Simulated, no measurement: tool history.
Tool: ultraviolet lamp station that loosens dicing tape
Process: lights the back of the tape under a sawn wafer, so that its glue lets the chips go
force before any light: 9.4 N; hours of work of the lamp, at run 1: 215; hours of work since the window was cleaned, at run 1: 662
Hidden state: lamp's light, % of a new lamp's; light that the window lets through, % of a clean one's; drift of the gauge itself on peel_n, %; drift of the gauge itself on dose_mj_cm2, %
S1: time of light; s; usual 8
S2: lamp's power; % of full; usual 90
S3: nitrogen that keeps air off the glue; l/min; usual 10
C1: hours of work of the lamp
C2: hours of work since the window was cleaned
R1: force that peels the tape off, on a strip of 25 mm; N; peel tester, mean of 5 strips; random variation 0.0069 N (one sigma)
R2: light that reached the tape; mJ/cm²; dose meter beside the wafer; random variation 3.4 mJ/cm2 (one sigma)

run   hour  S1  S2  S3   C1   C2     R1   R2
  1      0   8  90  10  215  662   0.24  545
      18.4  -- window cleaned of glue's vapour
  2   64.9   8  79  10  251   26  0.318  478
  3  100.7   8  95  10  271   45  0.204  577
  4  156.2   8  95  10  302   76  0.209  569
  5  238.3   8  95  10  347  122   0.21  584
  6  281.4   8  90  10  371  145  0.226  546
  7  350.4   8  90   6  409  184  0.328  545
  8  427.5   8  90   6  452  226  0.322  548
  9    509   9  90  10  497  271   0.19  607
 10  556.2   5  70   7  523  297  1.439  261

The next listed run, before its measurement:
 11  613.6   8  100   3  554  329   ?   ?

{"run 11": {"R1": 0.413, "R2": 610}}
Without the tool's hidden state the same run would have given R1 0.41 N, R2 612 mJ/cm².

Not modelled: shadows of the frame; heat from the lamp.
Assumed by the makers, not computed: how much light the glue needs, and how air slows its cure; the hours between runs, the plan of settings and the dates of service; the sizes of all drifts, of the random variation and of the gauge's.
